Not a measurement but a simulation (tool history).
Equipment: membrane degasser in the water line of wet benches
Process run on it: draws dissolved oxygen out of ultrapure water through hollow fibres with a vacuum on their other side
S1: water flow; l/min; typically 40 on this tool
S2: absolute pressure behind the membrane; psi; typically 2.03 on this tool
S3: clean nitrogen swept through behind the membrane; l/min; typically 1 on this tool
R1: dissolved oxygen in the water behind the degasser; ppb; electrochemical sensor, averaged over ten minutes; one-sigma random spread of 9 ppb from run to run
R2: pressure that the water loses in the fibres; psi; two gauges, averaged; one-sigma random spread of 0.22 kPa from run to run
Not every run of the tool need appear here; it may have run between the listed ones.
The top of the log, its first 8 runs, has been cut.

run	day	S1	S2	S3	R1	R2
9	19.608	40	2.03	1	910.3	8.131
10	22.808	45	2.03	1	1018.8	9.088
11	25.854	45	2.03	1	992.8	9.165
12	29.429	25	2.03	1	601.9	5.11
13	31.758	40	2.03	1	900.9	8.227
14	35.517	40	2.03	1	907.7	8.184
15	38.429	40	1.83	1	822	8.2
16	40.775	40	1.83	1	808	8.189
17	42.804	30	2.28	1	804.4	6.16
18	45.342	40	2.03	0.68	1159.6	8.202
19	47.45	50	2.03	0.81	1252.5	10.26
20	49.421	40	1.44	0.4	1066.1	8.242
21	51.462	34	2.03	2.67	403	6.979
22	55.154	32	2.55	1	954.4	6.534
23	58.383	32	2.55	1	948.6	6.64
24	60.383	32	2.55	1	953.9	6.534
25	63.029	34	1.26	1	472.8	7.008
26	67.008	34	1.26	1	472.2	6.978
27	69.85	35	1.44	1	573.8	7.171
28	72.421	40	1.36	1	602.3	8.263
29	74.604	40	1.36	1	600.5	8.219
30	76.446	28	1.36	1.52	324.7	5.82
31	78.538	34	2.34	2.84	443.4	6.969
32	81.208	34	2.34	2.84	448.8	7.023

Consider 3 possible next runs. They are alternatives, not a sequence: every one starts from the tool as it was left by run 32. What does each give?
A	84.2	34	1.75	0.55	?	?
B	84.2	26	1.28	2.96	?	?
C	84.2	46	2.34	2.84	?	?

run	R1	R2
A	1001.6	7.075
B	182.2	5.379
C	604.7	9.48
With the hidden condition removed and each run's random variation left untouched, the same runs would have given:
run	R1	R2
A	988.7	6.923
B	170.7	5.262
C	583.8	9.272
